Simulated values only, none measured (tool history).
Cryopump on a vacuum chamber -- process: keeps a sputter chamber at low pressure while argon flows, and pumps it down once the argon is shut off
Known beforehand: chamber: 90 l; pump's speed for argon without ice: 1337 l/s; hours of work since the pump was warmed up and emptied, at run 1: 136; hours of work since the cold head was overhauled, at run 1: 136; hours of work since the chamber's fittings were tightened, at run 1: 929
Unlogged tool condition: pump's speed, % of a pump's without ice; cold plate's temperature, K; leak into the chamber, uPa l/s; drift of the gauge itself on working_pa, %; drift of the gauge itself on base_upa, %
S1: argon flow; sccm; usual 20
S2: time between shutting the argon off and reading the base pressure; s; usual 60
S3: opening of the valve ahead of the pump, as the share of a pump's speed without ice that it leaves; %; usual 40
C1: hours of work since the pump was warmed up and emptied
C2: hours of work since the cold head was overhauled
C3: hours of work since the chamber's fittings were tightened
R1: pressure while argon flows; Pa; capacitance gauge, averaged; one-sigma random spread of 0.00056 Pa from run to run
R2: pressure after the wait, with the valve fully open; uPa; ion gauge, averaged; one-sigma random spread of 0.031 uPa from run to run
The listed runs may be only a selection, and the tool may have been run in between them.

run,hour,S1,S2,S3,C1,C2,C3,R1,R2
1,0,20,60,40,136,136,929,0.066,2.19
2,10.1,20,60,40,142,142,935,0.0652,2.08
3,18.7,20,60,40,147,147,940,0.0665,2.22
4,27.2,20,142,40,152,152,945,0.0654,1.41
5,44.3,14,60,40,162,162,955,0.0462,2.17
6,56.5,20,60,50,169,169,962,0.0543,2.22
7,65,20,60,50,174,174,967,0.0532,2.23
8,85.3,20,60,50,186,186,979,0.0526,2.25
9,93.8,20,60,50,191,191,984,0.0536,2.2
10,110.3,20,60,50,201,201,994,0.0536,2.23
11,120.6,20,60,50,207,207,1000,0.0532,2.27
12,133.1,20,60,40,214,214,1007,0.0676,2.22
13,153.1,20,60,40,226,226,1019,0.0661,2.35
14,173,20,60,40,237,237,1030,0.0667,2.32
15,186,20,60,40,245,245,1038,0.0674,2.36
16,202.4,20,60,40,254,254,1047,0.0682,2.36
17,221.8,20,60,46,266,266,1059,0.0591,2.38
18,240.9,36,60,19,277,277,1070,0.2485,2.31
19,257,36,60,19,286,286,1079,0.2466,2.29
20,266.5,11,49,24,292,292,1085,0.0598,2.65
21,281.5,11,49,24,300,300,1094,0.0612,2.7
22,297.5,25,49,24,310,310,1103,0.1392,2.72
23,310.6,25,49,24,317,317,1111,0.138,2.74
24,319.3,34,221,18,322,322,1116,0.2478,1.46
25,338.7,34,108,15,334,334,1127,0.2973,1.84
26,351.8,34,108,15,341,341,1135,0.2956,1.82
27,369,8,49,47,351,351,1145,0.0249,2.81
28,382.1,31,49,32,359,359,1152,0.1323,2.87
29,401.5,22,261,51,370,370,1164,0.0609,1.45
30,420.1,11,126,26,381,381,1174,0.0573,1.79
31,437.5,9,60,47,391,391,1185,0.0278,2.46
32,455.8,15,105,41,402,402,1195,0.0515,1.93
33,466.2,33,40,31,408,408,1201,0.1461,3.22
34,480.3,19,160,40,416,416,1210,0.0666,1.67

Branching from run 34: 3 alternative next runs. What would each branch give?
A,490,12,37,22,422,422,1215,?,?
B,490,19,54,28,422,422,1215,?,?
C,490,27,274,31,422,422,1215,?,?

run,R1,R2
A,0.0726,3.54
B,0.0938,2.67
C,0.1196,1.54
With the hidden condition removed and each run's random variation left untouched, the same runs would have given:
run,R1,R2
A,0.0681,2.48
B,0.0867,1.66
C,0.1095,0.52
